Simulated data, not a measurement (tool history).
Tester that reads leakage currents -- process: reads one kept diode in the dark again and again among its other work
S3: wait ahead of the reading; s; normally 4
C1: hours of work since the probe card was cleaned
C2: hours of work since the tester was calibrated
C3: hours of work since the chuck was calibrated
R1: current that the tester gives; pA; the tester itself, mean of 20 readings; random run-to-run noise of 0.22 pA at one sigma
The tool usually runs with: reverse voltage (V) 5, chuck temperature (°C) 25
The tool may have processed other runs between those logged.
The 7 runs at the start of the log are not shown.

{"run": 8, "hour": 1572.2, "reverse voltage (V)": 5, "chuck temperature (°C)": 26, "S3": 4, "C1": 894, "C2": 487, "C3": 1391, "R1": 81.09}
{"run": 9, "hour": 1770.4, "reverse voltage (V)": 5, "chuck temperature (°C)": 26, "S3": 4, "C1": 1013, "C2": 606, "C3": 1510, "R1": 81.19}
{"run": 10, "hour": 2013.5, "reverse voltage (V)": 5, "chuck temperature (°C)": 25, "S3": 4, "C1": 1159, "C2": 752, "C3": 1656, "R1": 75.72}
{"run": 11, "hour": 2154.1, "reverse voltage (V)": 5, "chuck temperature (°C)": 25, "S3": 4, "C1": 1244, "C2": 837, "C3": 1740, "R1": 76}
{"run": 12, "hour": 2374.0, "reverse voltage (V)": 5, "chuck temperature (°C)": 25, "S3": 4, "C1": 1376, "C2": 969, "C3": 1872, "R1": 76.84}
{"run": 13, "hour": 2597.1, "reverse voltage (V)": 5, "chuck temperature (°C)": 25, "S3": 4, "C1": 1510, "C2": 1102, "C3": 2006, "R1": 76.87}
{"run": 14, "hour": 2851.3, "reverse voltage (V)": 5, "chuck temperature (°C)": 25, "S3": 2.35, "C1": 1662, "C2": 1255, "C3": 2159, "R1": 77.85}
{"run": 15, "hour": 3033.2, "reverse voltage (V)": 5, "chuck temperature (°C)": 25, "S3": 2.13, "C1": 1772, "C2": 1364, "C3": 2268, "R1": 78.03}
{"run": 16, "hour": 3247.8, "reverse voltage (V)": 5, "chuck temperature (°C)": 25, "S3": 2.13, "C1": 1900, "C2": 1493, "C3": 2397, "R1": 78.61}
{"hour": 3431.0, "done": "chuck's temperature calibrated"}
{"run": 17, "hour": 3496.6, "reverse voltage (V)": 8.74, "chuck temperature (°C)": 25, "S3": 4, "C1": 2049, "C2": 1641, "C3": 39, "R1": 89.48}
{"run": 18, "hour": 3770.2, "reverse voltage (V)": 8.74, "chuck temperature (°C)": 25, "S3": 4, "C1": 2213, "C2": 1806, "C3": 204, "R1": 89.97}
{"run": 19, "hour": 3999.9, "reverse voltage (V)": 8.74, "chuck temperature (°C)": 25, "S3": 4, "C1": 2351, "C2": 1943, "C3": 342, "R1": 90.76}
{"run": 20, "hour": 4119.1, "reverse voltage (V)": 8.74, "chuck temperature (°C)": 25, "S3": 4, "C1": 2422, "C2": 2015, "C3": 413, "R1": 91.12}
{"run": 21, "hour": 4340.2, "reverse voltage (V)": 6.95, "chuck temperature (°C)": 60, "S3": 7.21, "C1": 2555, "C2": 2148, "C3": 546, "R1": 995.24}
{"run": 22, "hour": 4521.5, "reverse voltage (V)": 18.8, "chuck temperature (°C)": 25, "S3": 4, "C1": 2664, "C2": 2257, "C3": 655, "R1": 123.55}

Run 23 has not been measured yet. What should we expect?
{"hour": 4655.2, "done": "probe card cleaned and baked"}
{"run": 23, "hour": 4693.3, "reverse voltage (V)": 18.8, "chuck temperature (°C)": 25, "S3": 4, "C1": 23, "C2": 2358, "C3": 756, "R1": "?"}

R1: 114.35 pA
Had the tool carried no hidden state, the very same run would have given R1 111.66 pA.
